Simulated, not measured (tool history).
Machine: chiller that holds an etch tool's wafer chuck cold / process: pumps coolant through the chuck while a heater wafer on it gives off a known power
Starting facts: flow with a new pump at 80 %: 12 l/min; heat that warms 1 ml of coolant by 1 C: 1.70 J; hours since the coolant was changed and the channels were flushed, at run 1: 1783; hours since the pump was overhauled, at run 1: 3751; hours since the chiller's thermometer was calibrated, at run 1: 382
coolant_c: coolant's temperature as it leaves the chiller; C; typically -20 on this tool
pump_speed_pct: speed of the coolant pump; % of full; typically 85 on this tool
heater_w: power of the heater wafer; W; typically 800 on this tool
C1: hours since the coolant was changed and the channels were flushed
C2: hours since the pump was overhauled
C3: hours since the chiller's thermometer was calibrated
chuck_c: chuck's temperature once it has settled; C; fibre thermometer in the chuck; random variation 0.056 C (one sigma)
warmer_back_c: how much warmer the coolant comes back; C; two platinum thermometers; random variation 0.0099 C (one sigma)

Run 1, hour 0.0: usual settings; C1 1783; C2 3751; C3 382. Result: chuck_c -15.06 C, warmer_back_c 2.252 C.
Run 2, hour 80.3: usual settings; C1 1863; C2 3832; C3 463. Result: chuck_c -15.05 C, warmer_back_c 2.252 C.
Run 3, hour 182.2: usual settings; C1 1965; C2 3934; C3 565. Result: chuck_c -14.98 C, warmer_back_c 2.263 C.
Run 4, hour 284.3: usual settings; C1 2067; C2 4036; C3 667. Result: chuck_c -14.90 C, warmer_back_c 2.258 C.
Run 5, hour 350.0: usual settings; C1 2133; C2 4102; C3 732. Result: chuck_c -15.02 C, warmer_back_c 2.266 C.
Run 6, hour 432.6: usual settings; C1 2215; C2 4184; C3 815. Result: chuck_c -14.86 C, warmer_back_c 2.255 C.
Run 7, hour 553.7: usual settings; C1 2336; C2 4305; C3 936. Result: chuck_c -14.91 C, warmer_back_c 2.263 C.
Run 8, hour 672.9: usual settings but coolant_c -25 C; C1 2456; C2 4424; C3 1055. Result: chuck_c -19.92 C, warmer_back_c 2.244 C.
Run 9, hour 776.6: usual settings but coolant_c -25 C; C1 2559; C2 4528; C3 1159. Result: chuck_c -19.88 C, warmer_back_c 2.254 C.
Run 10, hour 834.3: usual settings but coolant_c -25 C; C1 2617; C2 4586; C3 1217. Result: chuck_c -19.84 C, warmer_back_c 2.271 C.
Run 11, hour 930.1: usual settings but coolant_c -25 C; C1 2713; C2 4682; C3 1312. Result: chuck_c -19.76 C, warmer_back_c 2.277 C.
Run 12, hour 1030.9: usual settings but coolant_c -25 C, pump_speed_pct 69 % of full; C1 2814; C2 4782; C3 1413. Result: chuck_c -18.88 C, warmer_back_c 2.869 C.
Run 13, hour 1126.6: usual settings but coolant_c -23 C, pump_speed_pct 61 % of full; C1 2909; C2 4878; C3 1509. Result: chuck_c -16.02 C, warmer_back_c 3.294 C.
Run 14, hour 1225.9: usual settings but coolant_c -24 C; C1 3009; C2 4977; C3 1608. Result: chuck_c -18.71 C, warmer_back_c 2.259 C.
Run 15, hour 1321.4: usual settings but coolant_c -16 C, pump_speed_pct 81 % of full, heater_w 511 W; C1 3104; C2 5073; C3 1704. Result: chuck_c -12.41 C, warmer_back_c 1.527 C.
At hour 1328.6: chiller's thermometer calibrated.
Run 16, hour 1424.7: usual settings but coolant_c -28 C, pump_speed_pct 68 % of full, heater_w 944 W; C1 3206; C2 5175; C3 96. Result: chuck_c -20.48 C, warmer_back_c 3.464 C.
Run 17, hour 1482.4: usual settings but coolant_c -28 C, pump_speed_pct 68 % of full, heater_w 944 W; C1 3264; C2 5233; C3 154. Result: chuck_c -20.30 C, warmer_back_c 3.458 C.
Run 18, hour 1559.3: usual settings but coolant_c -22 C, pump_speed_pct 61 % of full; C1 3341; C2 5310; C3 231. Result: chuck_c -14.78 C, warmer_back_c 3.312 C.
Run 19, hour 1629.7: usual settings but coolant_c -18 C, pump_speed_pct 67 % of full; C1 3411; C2 5380; C3 301. Result: chuck_c -11.40 C, warmer_back_c 2.987 C.
Run 20, hour 1730.9: usual settings but pump_speed_pct 91 % of full; C1 3513; C2 5481; C3 402. Result: chuck_c -14.93 C, warmer_back_c 2.104 C.
Run 21, hour 1809.9: usual settings but coolant_c -27 C, pump_speed_pct 61 % of full; C1 3592; C2 5560; C3 481. Result: chuck_c -19.82 C, warmer_back_c 3.309 C.
Run 22, hour 1890.9: usual settings but pump_speed_pct 95 % of full; C1 3673; C2 5641; C3 562. Result: chuck_c -15.02 C, warmer_back_c 2.000 C.

Here are 5 independent what-if runs from the current tool condition. What would each one return?
Run A, hour 1987.0: usual settings but coolant_c -18 C, pump_speed_pct 98 % of full, heater_w 724 W; C1 3769; C2 5738; C3 658. Result: chuck_c ?, warmer_back_c ?.
Run B, hour 1987.0: usual settings but heater_w 880 W; C1 3769; C2 5738; C3 658. Result: chuck_c ?, warmer_back_c ?.
Run C, hour 1987.0: usual settings but coolant_c -30 C, pump_speed_pct 66 % of full, heater_w 864 W; C1 3769; C2 5738; C3 658. Result: chuck_c ?, warmer_back_c ?.
Run D, hour 1987.0: usual settings but pump_speed_pct 95 % of full, heater_w 858 W; C1 3769; C2 5738; C3 658. Result: chuck_c ?, warmer_back_c ?.
Run E, hour 1987.0: usual settings but pump_speed_pct 89 % of full; C1 3769; C2 5738; C3 658. Result: chuck_c ?, warmer_back_c ?.

run  chuck_c  warmer_back_c
  A   -13.65          1.775
  B   -14.03          2.525
  C   -22.69          3.281
  D   -14.74          2.156
  E   -14.73          2.171
The same runs, with their run-to-run variation unchanged, on a tool lacking any hidden condition would have given:
run  chuck_c  warmer_back_c
  A   -14.33          1.709
  B   -14.83          2.431
  C   -23.59          3.159
  D   -15.49          2.076
  E   -15.47          2.090
